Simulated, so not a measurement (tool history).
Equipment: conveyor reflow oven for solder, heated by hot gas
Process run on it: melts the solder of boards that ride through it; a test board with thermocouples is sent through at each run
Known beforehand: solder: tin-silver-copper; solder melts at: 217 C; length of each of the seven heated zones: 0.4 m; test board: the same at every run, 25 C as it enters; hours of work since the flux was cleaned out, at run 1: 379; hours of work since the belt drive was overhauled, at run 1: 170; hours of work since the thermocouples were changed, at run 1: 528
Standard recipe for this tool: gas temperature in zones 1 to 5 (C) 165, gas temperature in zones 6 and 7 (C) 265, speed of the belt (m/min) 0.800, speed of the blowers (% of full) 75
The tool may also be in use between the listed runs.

run,hour,gas temperature in zones 1 to 5 (C),gas temperature in zones 6 and 7 (C),speed of the belt (m/min),speed of the blowers (% of full),hours of work since the flux was cleaned out,hours of work since the belt drive was overhauled,hours of work since the thermocouples were changed,highest temperature of the board (C),time above the solder's melting point (s)
1,0.0,165,265,0.800,75,379,170,528,249.5,41.3
# hour 18.5: flux residue cleaned out of gas plates and filters
2,18.5,165,265,0.752,75,0,179,537,251.6,45.7
3,36.3,173,265,0.752,75,13,192,550,253.0,48.4
4,54.3,173,265,0.752,75,26,205,563,252.5,48.8
5,63.9,173,265,0.752,75,32,212,570,252.9,48.6
6,85.7,165,265,0.683,75,48,227,585,254.5,52.7
7,100.5,165,265,0.683,75,59,238,596,254.3,52.7
8,111.2,165,265,0.683,75,66,246,604,254.1,52.9
9,132.4,165,265,0.743,75,82,261,619,252.1,46.5
10,143.9,165,265,0.743,75,90,269,627,252.2,46.6
11,161.7,165,265,0.743,75,103,282,640,252.1,46.6
12,183.8,165,265,0.743,75,118,298,656,251.9,46.5
13,195.5,165,265,0.743,75,127,306,664,252.2,46.5
14,205.5,165,265,0.743,75,134,313,671,251.8,46.6
15,225.5,165,265,0.743,75,148,327,685,252.0,46.6
16,245.7,165,265,0.743,75,163,342,700,251.9,46.7
17,265.7,165,265,0.743,75,177,356,714,252.0,46.8
18,278.4,165,265,0.752,75,186,365,723,251.8,45.4
19,288.2,180,273,0.736,50,193,372,730,253.7,50.9
20,308.9,165,265,0.800,86,208,387,745,252.4,43.6
21,321.0,165,265,0.800,86,217,396,754,252.4,43.9
22,341.7,165,265,0.800,86,231,411,769,252.4,43.4
23,364.5,160,275,0.818,77,248,427,785,257.6,43.3
24,386.2,157,260,0.687,52,263,443,800,240.9,38.4
25,399.7,165,265,0.931,72,273,452,810,243.4,30.9
26,419.2,165,265,0.931,72,287,466,824,243.6,30.8
27,430.5,174,265,0.931,63,295,474,832,242.2,31.4
28,445.9,161,265,0.710,63,306,485,843,249.4,45.4
29,456.2,175,275,0.648,89,313,493,851,268.1,66.0
30,478.0,172,272,0.836,54,329,508,866,247.8,38.3

4 ways to go on from here, each from the tool as it stands after run 30. What would each give?
A,492.6,160,264,0.663,54,339,519,877,?,?
B,492.6,172,264,0.836,54,339,519,877,?,?
C,492.6,155,255,0.800,75,339,519,877,?,?
D,492.6,164,272,0.836,54,339,519,877,?,?

run,highest temperature of the board (C),time above the solder's melting point (s)
A,247.1,46.5
B,241.4,33.5
C,239.6,31.9
D,245.9,34.9
Take away the tool's hidden state, keep each run's random variation, and the runs would have read:
run,highest temperature of the board (C),time above the solder's melting point (s)
A,247.1,46.5
B,241.4,33.5
C,239.6,31.9
D,245.9,34.9

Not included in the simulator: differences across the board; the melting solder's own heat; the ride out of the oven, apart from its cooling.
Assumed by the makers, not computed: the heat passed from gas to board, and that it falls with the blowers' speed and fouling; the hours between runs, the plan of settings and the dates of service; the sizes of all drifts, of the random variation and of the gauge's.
